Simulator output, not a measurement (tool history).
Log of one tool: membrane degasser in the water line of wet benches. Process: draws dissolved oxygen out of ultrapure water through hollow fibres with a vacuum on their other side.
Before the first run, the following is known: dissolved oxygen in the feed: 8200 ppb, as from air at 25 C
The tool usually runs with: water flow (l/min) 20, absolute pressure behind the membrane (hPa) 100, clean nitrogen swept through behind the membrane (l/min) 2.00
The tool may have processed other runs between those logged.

run	hour	water flow (l/min)	absolute pressure behind the membrane (hPa)	clean nitrogen swept through behind the membrane (l/min)	dissolved oxygen in the water behind the degasser (ppb)	pressure that the water loses in the fibres (hPa)
1	0.0	20	100	2.00	300.1	554.8
2	255.4	20	100	2.00	299.8	549.8
3	434.3	20	100	2.00	302.7	549.6
4	572.6	20	100	2.00	302.4	554.0
5	866.6	20	100	2.00	298.7	550.2
6	1146.5	20	100	2.00	297.3	546.3
7	1358.0	20	100	2.00	297.7	545.2
8	1492.4	20	100	2.00	299.1	548.8
9	1627.5	20	100	2.00	300.7	546.0
10	1802.0	20	100	2.00	297.1	548.8
11	2049.6	20	100	2.00	300.1	544.7
12	2184.1	20	100	1.54	345.6	540.8
13	2390.2	20	100	1.54	340.1	542.8
14	2629.8	20	100	1.54	335.7	544.5
15	2849.9	20	100	1.54	344.3	545.8
16	3024.3	20	100	2.00	296.9	541.4
# hour 3133.1: vacuum gauge calibrated
17	3212.3	20	72	2.02	237.3	542.2
18	3408.5	20	72	2.02	239.8	542.8
19	3736.3	22	165	2.30	468.5	593.7
20	3996.3	22	237	2.18	633.5	594.2
# hour 4070.0: gauge calibrated
21	4134.1	22	237	2.18	633.1	606.6
22	4283.6	20	100	5.58	206.5	548.9
23	4578.3	20	100	5.58	208.7	550.2
24	4770.5	20	197	1.54	603.7	551.3
25	5084.8	20	197	1.54	603.5	546.6
26	5294.1	21	137	3.27	328.3	576.5
27	5554.0	13	64	2.06	88.1	357.7
28	5861.6	27	166	4.05	495.6	737.3
29	6082.2	18	100	0.90	392.8	490.7
30	6327.5	18	160	0.90	636.2	490.2
# hour 6611.5: seals of the vacuum lines changed
31	6656.6	21	60	4.40	200.8	569.9

Predict each of these 5 candidate next runs independently; none follows another, all start after run 31:
A	6913.8	27	246	1.50	?	?
B	6913.8	14	60	4.40	?	?
C	6913.8	13	145	3.38	?	?
D	6913.8	30	171	0.99	?	?
E	6913.8	31	85	3.51	?	?

run	dissolved oxygen in the water behind the degasser (ppb)	pressure that the water loses in the fibres (hPa)
A	1031.3	730.8
B	74.2	382.2
C	144.3	350.7
D	1141.0	811.7
E	493.4	849.0
Without the tool's unlogged condition, the same runs would have read:
run	dissolved oxygen in the water behind the degasser (ppb)	pressure that the water loses in the fibres (hPa)
A	1030.5	742.5
B	73.9	388.3
C	144.1	356.3
D	1140.0	824.7
E	492.3	862.6
